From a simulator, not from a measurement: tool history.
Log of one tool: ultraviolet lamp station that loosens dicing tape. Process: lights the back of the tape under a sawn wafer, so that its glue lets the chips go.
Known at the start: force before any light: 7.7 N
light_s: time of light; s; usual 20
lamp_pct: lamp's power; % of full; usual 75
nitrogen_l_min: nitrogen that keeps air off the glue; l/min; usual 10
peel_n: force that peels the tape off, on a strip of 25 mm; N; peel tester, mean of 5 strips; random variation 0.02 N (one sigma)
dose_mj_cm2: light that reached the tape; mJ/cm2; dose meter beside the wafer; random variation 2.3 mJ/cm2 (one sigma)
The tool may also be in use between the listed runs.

| run | day | light_s | lamp_pct | nitrogen_l_min | peel_n | dose_mj_cm2 |
|---|---|---|---|---|---|---|
| 1 | 0.000 | 20 | 75 | 10 | 1.236 | 211 |
| 2 | 0.604 | 20 | 75 | 17 | 0.867 | 203 |
| 3 | 1.246 | 20 | 85 | 10 | 0.985 | 231 |
| 4 | 1.567 | 20 | 75 | 10 | 1.222 | 207 |
| 5 | 2.212 | 20 | 75 | 10 | 1.265 | 203 |
| 6 | 2.771 | 20 | 72 | 10 | 1.329 | 196 |
| 7 | 3.062 | 20 | 72 | 10 | 1.324 | 196 |
| 8 | 3.488 | 20 | 75 | 10 | 1.236 | 202 |
| 9 | 3.829 | 13 | 75 | 10 | 2.245 | 133 |
| 10 | 4.383 | 13 | 75 | 10 | 2.383 | 130 |
| 11 | 4.758 | 20 | 75 | 10 | 1.246 | 201 |
|  | 4.833 | window cleaned of glue's vapour |
| 12 | 5.188 | 20 | 75 | 10 | 1.346 | 197 |
| 13 | 5.650 | 20 | 75 | 10 | 1.322 | 198 |
| 14 | 6.158 | 19 | 64 | 18 | 1.322 | 161 |
| 15 | 6.796 | 30 | 64 | 7 | 1.180 | 251 |
|  | 7.446 | window cleaned of glue's vapour, once more |
| 16 | 7.446 | 30 | 64 | 7 | 1.024 | 268 |
| 17 | 8.062 | 14 | 91 | 10 | 1.647 | 175 |
| 18 | 8.612 | 14 | 91 | 10 | 1.644 | 170 |
| 19 | 8.962 | 13 | 91 | 9 | 1.896 | 163 |
| 20 | 9.529 | 16 | 91 | 9 | 1.445 | 198 |
| 21 | 10.108 | 20 | 63 | 15 | 1.270 | 175 |
| 22 | 10.467 | 15 | 75 | 10 | 1.999 | 151 |
| 23 | 10.992 | 15 | 75 | 10 | 2.029 | 152 |

4 ways to go on from here, each from the tool as it stands after run 23. What would each give?
| A | 11.488 | 25 | 68 | 10 | ? | ? |
| B | 11.488 | 20 | 88 | 15 | ? | ? |
| C | 11.488 | 33 | 94 | 5 | ? | ? |
| D | 11.488 | 15 | 75 | 16 | ? | ? |

| run | peel_n | dose_mj_cm2 |
|---|---|---|
| A | 1.024 | 229 |
| B | 0.719 | 238 |
| C | 0.532 | 419 |
| D | 1.543 | 156 |
Without the tool's hidden state the same runs would have given:
| run | peel_n | dose_mj_cm2 |
|---|---|---|
| A | 0.774 | 264 |
| B | 0.529 | 275 |
| C | 0.387 | 484 |
| D | 1.222 | 179 |

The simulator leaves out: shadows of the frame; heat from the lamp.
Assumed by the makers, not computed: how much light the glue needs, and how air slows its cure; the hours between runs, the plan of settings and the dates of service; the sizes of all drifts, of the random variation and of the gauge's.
